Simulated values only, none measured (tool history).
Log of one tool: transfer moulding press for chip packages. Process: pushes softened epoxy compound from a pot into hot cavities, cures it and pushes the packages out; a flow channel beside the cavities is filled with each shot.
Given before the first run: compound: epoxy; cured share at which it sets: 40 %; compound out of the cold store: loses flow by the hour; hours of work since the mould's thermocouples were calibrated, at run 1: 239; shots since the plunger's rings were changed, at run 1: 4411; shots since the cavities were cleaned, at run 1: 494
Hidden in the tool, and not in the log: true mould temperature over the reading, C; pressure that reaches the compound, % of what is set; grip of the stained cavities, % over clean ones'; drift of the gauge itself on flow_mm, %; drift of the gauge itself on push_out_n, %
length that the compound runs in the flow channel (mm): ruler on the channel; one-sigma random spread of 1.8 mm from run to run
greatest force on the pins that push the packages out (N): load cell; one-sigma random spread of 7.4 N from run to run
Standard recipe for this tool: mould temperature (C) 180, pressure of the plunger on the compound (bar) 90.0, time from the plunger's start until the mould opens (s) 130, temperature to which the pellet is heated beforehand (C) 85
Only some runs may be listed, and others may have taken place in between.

run     day  mould temperature (C)  pressure of the plunger on the compound (bar)  time from the plunger's start until the mould opens (s)  temperature to which the pellet is heated beforehand (C)  hours of work since the mould's thermocouples were calibrated  shots since the plunger's rings were changed  shots since the cavities were cleaned  incoming compound's hours out of the cold store  length that the compound runs in the flow channel (mm)  greatest force on the pins that push the packages out (N)
  1   0.000                    180                                           90.0                                                      130                                                        85                                                            239                                          4411                                    494                                             43.2                                                     814                                                        605
      0.517  -- cavities cleaned with cleaning compound and waxed
  2   0.517                    180                                           90.0                                                      130                                                        85                                                            245                                          4496                                      0                                             23.2                                                     848                                                        317
  3   1.500                    180                                          109.2                                                      130                                                        85                                                            257                                          4682                                    186                                             11.8                                                     954                                                        520
  4   2.242                    180                                          109.2                                                      130                                                        85                                                            266                                          4821                                    325                                             34.1                                                     911                                                        584
  5   2.821                    180                                          109.2                                                      130                                                        85                                                            273                                          4930                                    434                                             25.2                                                     923                                                        629
  6   3.479                    180                                           90.0                                                      130                                                        86                                                            281                                          5054                                    558                                             23.2                                                     842                                                        646
      3.683  -- cavities cleaned with cleaning compound and waxed
      3.958  -- plunger's sealing rings changed
  7   4.504                    176                                           90.0                                                      130                                                        85                                                            292                                           104                                    135                                             36.9                                                     866                                                        518
  8   5.171                    176                                           90.0                                                      130                                                        85                                                            300                                           229                                    260                                             20.0                                                     894                                                        646
  9   6.042                    176                                           90.0                                                      130                                                        85                                                            311                                           393                                    424                                             36.5                                                     865                                                        719
 10   6.704                    180                                           90.0                                                      130                                                        85                                                            319                                           518                                    549                                             42.8                                                     840                                                        657
      6.950  -- cavities cleaned with cleaning compound and waxed
 11   7.300                    180                                           90.0                                                      130                                                        85                                                            326                                           618                                     65                                             44.7                                                     833                                                        392
 12   7.729                    180                                           90.0                                                      115                                                        85                                                            331                                           699                                    146                                             11.1                                                     891                                                        579
 13   8.262                    180                                           92.8                                                      130                                                        85                                                            337                                           799                                    246                                             39.0                                                     855                                                        535
 14   8.792                    180                                           92.8                                                      126                                                        85                                                            344                                           899                                    346                                             38.5                                                     854                                                        584
 15   9.604                    180                                           83.6                                                      123                                                        82                                                            354                                          1052                                    499                                             19.6                                                     840                                                        673
     10.079  -- cavities cleaned with cleaning compound and waxed
 16  10.362                    183                                           97.6                                                      130                                                        94                                                            363                                          1183                                     54                                             21.9                                                     888                                                        354
 17  10.779                    174                                           77.1                                                      142                                                        85                                                            368                                          1261                                    132                                             15.9                                                     840                                                        523
 18  11.375                    174                                           91.9                                                      164                                                        84                                                            375                                          1373                                    244                                             21.6                                                     907                                                        524
 19  12.371                    177                                           89.5                                                      160                                                        84                                                            387                                          1561                                    432                                             29.7                                                     863                                                        600
 20  12.804                    177                                           89.5                                                      160                                                        84                                                            393                                          1643                                    514                                             42.5                                                     844                                                        579
     13.192  -- cavities cleaned with cleaning compound and waxed
 21  13.692                    183                                           89.5                                                      160                                                        95                                                            403                                          1798                                     94                                             36.5                                                     823                                                        380
 22  14.229                    182                                           89.5                                                      127                                                        86                                                            410                                          1899                                    195                                             33.3                                                     834                                                        483
 23  14.921                    182                                           89.5                                                      127                                                        86                                                            418                                          2030                                    326                                              8.2                                                     874                                                        559
 24  15.608                    188                                           81.8                                                      127                                                        75                                                            427                                          2158                                    454                                             31.8                                                     776                                                        559
     16.383  -- cavities cleaned with cleaning compound and waxed
 25  16.558                    188                                           81.8                                                      127                                                        75                                                            438                                          2326                                     34                                             11.7                                                     803                                                        336
 26  17.421                    175                                           90.0                                                      157                                                        85                                                            448                                          2488                                    196                                             10.2                                                     907                                                        520
 27  18.225                    182                                           80.2                                                      130                                                        85                                                            458                                          2639                                    347                                             16.9                                                     810                                                        556

Consider 3 possible next runs. They are alternatives, not a sequence: every one starts from the tool as it was left by run 27. What does each give?
  A  18.875                    184                                           90.0                                                      149                                                        85                                                            466                                          2762                                    470                                             36.1                                                       ?                                                          ?
  B  18.875                    180                                          102.4                                                      131                                                        85                                                            466                                          2762                                    470                                             46.5                                                       ?                                                          ?
  C  18.875                    180                                           92.8                                                      130                                                        85                                                            466                                          2762                                    470                                             25.1                                                       ?                                                          ?

run  length that the compound runs in the flow channel (mm)  greatest force on the pins that push the packages out (N)
  A                                                     818                                                        547
  B                                                     871                                                        634
  C                                                     867                                                        635
Without the tool's unlogged condition, the same runs would have read:
run  length that the compound runs in the flow channel (mm)  greatest force on the pins that push the packages out (N)
  A                                                     835                                                        281
  B                                                     889                                                        318
  C                                                     884                                                        316

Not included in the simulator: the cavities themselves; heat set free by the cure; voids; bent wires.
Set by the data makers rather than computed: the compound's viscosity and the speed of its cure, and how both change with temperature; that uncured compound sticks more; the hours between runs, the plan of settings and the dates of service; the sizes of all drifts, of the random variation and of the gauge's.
